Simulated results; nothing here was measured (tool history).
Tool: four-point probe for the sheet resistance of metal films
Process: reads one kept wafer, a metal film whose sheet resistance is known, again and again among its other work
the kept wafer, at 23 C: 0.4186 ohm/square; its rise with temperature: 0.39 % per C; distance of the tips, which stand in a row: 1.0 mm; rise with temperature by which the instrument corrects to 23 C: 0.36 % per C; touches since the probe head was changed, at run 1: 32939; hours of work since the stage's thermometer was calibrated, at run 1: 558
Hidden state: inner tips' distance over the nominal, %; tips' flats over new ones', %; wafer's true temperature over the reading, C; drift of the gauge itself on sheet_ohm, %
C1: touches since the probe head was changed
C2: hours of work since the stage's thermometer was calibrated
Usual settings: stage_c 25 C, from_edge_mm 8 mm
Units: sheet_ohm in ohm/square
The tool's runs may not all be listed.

{"run": 1, "hour": 0.0, "stage_c": 25, "from_edge_mm": 8, "C1": 32939, "C2": 558, "sheet_ohm": 0.422548}
{"run": 2, "hour": 78.0, "stage_c": 25, "from_edge_mm": 8, "C1": 36781, "C2": 604, "sheet_ohm": 0.422679}
{"run": 3, "hour": 129.9, "stage_c": 25, "from_edge_mm": 8, "C1": 39340, "C2": 634, "sheet_ohm": 0.422665}
{"run": 4, "hour": 181.7, "stage_c": 25, "from_edge_mm": 12, "C1": 41892, "C2": 664, "sheet_ohm": 0.420893}
{"run": 5, "hour": 271.4, "stage_c": 25, "from_edge_mm": 12, "C1": 46310, "C2": 716, "sheet_ohm": 0.420982}
{"run": 6, "hour": 330.6, "stage_c": 25, "from_edge_mm": 12, "C1": 49225, "C2": 750, "sheet_ohm": 0.421126}
{"hour": 336.3, "done": "stage's thermometer calibrated"}
{"run": 7, "hour": 384.6, "stage_c": 25, "from_edge_mm": 12, "C1": 51860, "C2": 28, "sheet_ohm": 0.421188}
{"run": 8, "hour": 437.2, "stage_c": 25, "from_edge_mm": 12, "C1": 54452, "C2": 59, "sheet_ohm": 0.421315}
{"run": 9, "hour": 499.0, "stage_c": 25, "from_edge_mm": 12, "C1": 57494, "C2": 94, "sheet_ohm": 0.421499}
{"run": 10, "hour": 553.9, "stage_c": 25, "from_edge_mm": 12, "C1": 60199, "C2": 126, "sheet_ohm": 0.421406}
{"run": 11, "hour": 630.1, "stage_c": 19, "from_edge_mm": 5, "C1": 63949, "C2": 170, "sheet_ohm": 0.428173}
{"run": 12, "hour": 689.3, "stage_c": 27, "from_edge_mm": 15, "C1": 66868, "C2": 205, "sheet_ohm": 0.421252}
{"hour": 708.1, "done": "stage's thermometer calibrated, once more"}
{"run": 13, "hour": 728.6, "stage_c": 27, "from_edge_mm": 15, "C1": 68779, "C2": 12, "sheet_ohm": 0.420311}
{"run": 14, "hour": 789.2, "stage_c": 19, "from_edge_mm": 3, "C1": 71762, "C2": 47, "sheet_ohm": 0.441904}
{"run": 15, "hour": 838.7, "stage_c": 20, "from_edge_mm": 15, "C1": 74201, "C2": 76, "sheet_ohm": 0.419504}

The next listed run, before its measurement:
{"run": 16, "hour": 886.1, "stage_c": 20, "from_edge_mm": 15, "C1": 76536, "C2": 103, "sheet_ohm": "?"}

sheet_ohm: 0.419636 ohm/square
Without the tool's hidden state the same run would have given sheet_ohm 0.419291 ohm/square.

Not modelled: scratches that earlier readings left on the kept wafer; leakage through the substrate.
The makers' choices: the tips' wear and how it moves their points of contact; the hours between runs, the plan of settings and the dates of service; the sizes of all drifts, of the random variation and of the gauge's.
